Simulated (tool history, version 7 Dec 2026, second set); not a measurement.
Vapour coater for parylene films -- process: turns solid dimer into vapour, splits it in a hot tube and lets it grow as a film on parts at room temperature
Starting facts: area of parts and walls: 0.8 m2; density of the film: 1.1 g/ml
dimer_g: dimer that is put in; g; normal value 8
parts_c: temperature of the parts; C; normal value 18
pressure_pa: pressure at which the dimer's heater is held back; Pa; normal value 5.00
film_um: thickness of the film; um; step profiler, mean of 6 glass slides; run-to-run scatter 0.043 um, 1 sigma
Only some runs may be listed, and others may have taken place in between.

run 1 hour=0.0 | dimer_g=8 parts_c=18 pressure_pa=5.00 | film_um=4.89
run 2 hour=15.2 | dimer_g=8 parts_c=18 pressure_pa=5.00 | film_um=4.81
run 3 hour=22.9 | dimer_g=8 parts_c=18 pressure_pa=5.00 | film_um=4.74
run 4 hour=38.1 | dimer_g=8 parts_c=18 pressure_pa=5.00 | film_um=4.71
run 5 hour=47.6 | dimer_g=8 parts_c=18 pressure_pa=5.00 | film_um=4.74
run 6 hour=56.5 | dimer_g=8 parts_c=18 pressure_pa=5.00 | film_um=4.66
run 7 hour=72.8 | dimer_g=8 parts_c=18 pressure_pa=5.00 | film_um=4.76
run 8 hour=82.5 | dimer_g=8 parts_c=18 pressure_pa=5.00 | film_um=4.72
run 9 hour=97.6 | dimer_g=8 parts_c=18 pressure_pa=5.00 | film_um=4.76
run 10 hour=107.2 | dimer_g=8 parts_c=18 pressure_pa=5.00 | film_um=4.73
run 11 hour=115.7 | dimer_g=8 parts_c=18 pressure_pa=5.00 | film_um=4.74
run 12 hour=130.5 | dimer_g=8 parts_c=18 pressure_pa=5.00 | film_um=4.73
run 13 hour=142.0 | dimer_g=8 parts_c=18 pressure_pa=5.00 | film_um=4.70
run 14 hour=157.5 | dimer_g=8 parts_c=18 pressure_pa=5.00 | film_um=4.71
run 15 hour=172.5 | dimer_g=8 parts_c=18 pressure_pa=5.00 | film_um=4.75
run 16 hour=186.8 | dimer_g=8 parts_c=18 pressure_pa=5.00 | film_um=4.74
run 17 hour=199.0 | dimer_g=8 parts_c=18 pressure_pa=5.00 | film_um=4.62
run 18 hour=209.6 | dimer_g=8 parts_c=18 pressure_pa=5.00 | film_um=4.70
run 19 hour=223.1 | dimer_g=8 parts_c=18 pressure_pa=5.00 | film_um=4.67
run 20 hour=232.7 | dimer_g=5 parts_c=18 pressure_pa=5.00 | film_um=2.94
run 21 hour=243.0 | dimer_g=5 parts_c=18 pressure_pa=5.00 | film_um=2.92
run 22 hour=257.1 | dimer_g=8 parts_c=18 pressure_pa=5.00 | film_um=4.61
run 23 hour=264.5 | dimer_g=8 parts_c=18 pressure_pa=6.04 | film_um=4.48
run 24 hour=273.6 | dimer_g=8 parts_c=18 pressure_pa=6.04 | film_um=4.46
run 25 hour=281.5 | dimer_g=8 parts_c=18 pressure_pa=6.04 | film_um=4.53
run 26 hour=289.9 | dimer_g=5 parts_c=22 pressure_pa=6.04 | film_um=2.54
run 27 hour=300.2 | dimer_g=5 parts_c=22 pressure_pa=6.04 | film_um=2.58
run 28 hour=314.2 | dimer_g=5 parts_c=22 pressure_pa=6.04 | film_um=2.56
run 29 hour=323.0 | dimer_g=5 parts_c=17 pressure_pa=3.34 | film_um=3.17
run 30 hour=330.1 | dimer_g=5 parts_c=30 pressure_pa=3.34 | film_um=2.41
run 31 hour=341.5 | dimer_g=5 parts_c=30 pressure_pa=3.34 | film_um=2.36
run 32 hour=351.8 | dimer_g=5 parts_c=18 pressure_pa=4.00 | film_um=3.01
run 33 hour=362.4 | dimer_g=6 parts_c=12 pressure_pa=4.00 | film_um=4.13
run 34 hour=372.5 | dimer_g=6 parts_c=12 pressure_pa=4.00 | film_um=4.09
run 35 hour=388.0 | dimer_g=4 parts_c=12 pressure_pa=7.49 | film_um=2.39
run 36 hour=398.1 | dimer_g=4 parts_c=12 pressure_pa=7.49 | film_um=2.41
run 37 hour=412.1 | dimer_g=8 parts_c=18 pressure_pa=5.00 | film_um=4.55
run 38 hour=426.8 | dimer_g=12 parts_c=22 pressure_pa=4.23 | film_um=6.43
run 39 hour=439.5 | dimer_g=12 parts_c=22 pressure_pa=9.10 | film_um=5.60
run 40 hour=453.3 | dimer_g=12 parts_c=16 pressure_pa=7.29 | film_um=6.64
run 41 hour=467.0 | dimer_g=12 parts_c=16 pressure_pa=7.29 | film_um=6.63
run 42 hour=483.9 | dimer_g=3 parts_c=23 pressure_pa=5.00 | film_um=1.55
run 43 hour=493.0 | dimer_g=3 parts_c=23 pressure_pa=5.00 | film_um=1.50
run 44 hour=505.6 | dimer_g=4 parts_c=27 pressure_pa=5.57 | film_um=1.84
run 45 hour=517.3 | dimer_g=4 parts_c=27 pressure_pa=5.57 | film_um=1.83
run 46 hour=525.5 | dimer_g=4 parts_c=11 pressure_pa=5.57 | film_um=2.52

Selected run-to-run steps in film_um, each split into two signed amounts: the part the tool would show with no hidden state at all (from settings, incoming material and random variation), and the remainder, which goes to the hidden state together with any gauge scatter not common to the measured and the hidden-state-free results:
Unlogged tool condition in this case: vapour lost through the trap's worn valve, %; true temperature of the parts over the reading, C; drift of the gauge itself on film_um, %.
Run 25 -> 26: dimer_g 8 -> 5, parts_c 18 -> 22. film_um -1.99 um: hidden state +0.07, all else -2.06.
Run 36 -> 37: dimer_g 4 -> 8, parts_c 12 -> 18, pressure_pa 7.49 -> 5.00. film_um +2.14 um: hidden state -0.11, all else +2.25.
Run 37 -> 38: dimer_g 8 -> 12, parts_c 18 -> 22, pressure_pa 5.00 -> 4.23. film_um +1.88 um: hidden state -0.11, all else +1.99.
Run 41 -> 42: dimer_g 12 -> 3, parts_c 16 -> 23, pressure_pa 7.29 -> 5.00. film_um -5.08 um: hidden state +0.29, all else -5.37.

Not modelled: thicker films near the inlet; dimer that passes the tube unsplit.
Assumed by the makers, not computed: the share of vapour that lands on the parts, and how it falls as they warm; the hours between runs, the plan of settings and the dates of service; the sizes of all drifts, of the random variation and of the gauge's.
